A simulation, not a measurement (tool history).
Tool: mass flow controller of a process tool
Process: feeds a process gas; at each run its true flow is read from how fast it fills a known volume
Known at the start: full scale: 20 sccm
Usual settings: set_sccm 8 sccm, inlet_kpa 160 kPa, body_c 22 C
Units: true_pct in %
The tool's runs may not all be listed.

| run | hour | set_sccm | inlet_kpa | body_c | true_pct |
|---|---|---|---|---|---|
| 1 | 0.0 | 8 | 160 | 22 | 99.68 |
| 2 | 63.9 | 8 | 160 | 22 | 99.80 |
| 3 | 129.4 | 8 | 160 | 22 | 99.68 |
| 4 | 220.4 | 8 | 160 | 22 | 99.69 |
|  | 226.9 | controller's zero set anew |
| 5 | 283.0 | 8 | 237 | 22 | 99.30 |
| 6 | 368.9 | 8 | 237 | 22 | 99.27 |
| 7 | 460.6 | 8 | 237 | 22 | 99.27 |
| 8 | 514.9 | 8 | 256 | 22 | 99.06 |
| 9 | 570.5 | 2 | 193 | 31 | 99.96 |
| 10 | 667.8 | 2 | 193 | 31 | 99.77 |
|  | 708.4 | controller's zero set anew, once more |
| 11 | 713.7 | 2 | 193 | 31 | 100.23 |

Forecast each of these 5 alternatives for the next run:
| A | 757.4 | 3 | 209 | 22 | ? |
| B | 757.4 | 2 | 229 | 31 | ? |
| C | 757.4 | 5 | 194 | 31 | ? |
| D | 757.4 | 2 | 160 | 22 | ? |
| E | 757.4 | 2 | 161 | 28 | ? |

| run | true_pct |
|---|---|
| A | 99.39 |
| B | 100.04 |
| C | 100.34 |
| D | 99.26 |
| E | 99.99 |
Without the tool's hidden state the same runs would have given:
| run | true_pct |
|---|---|
| A | 99.26 |
| B | 99.99 |
| C | 100.15 |
| D | 99.21 |
| E | 99.95 |
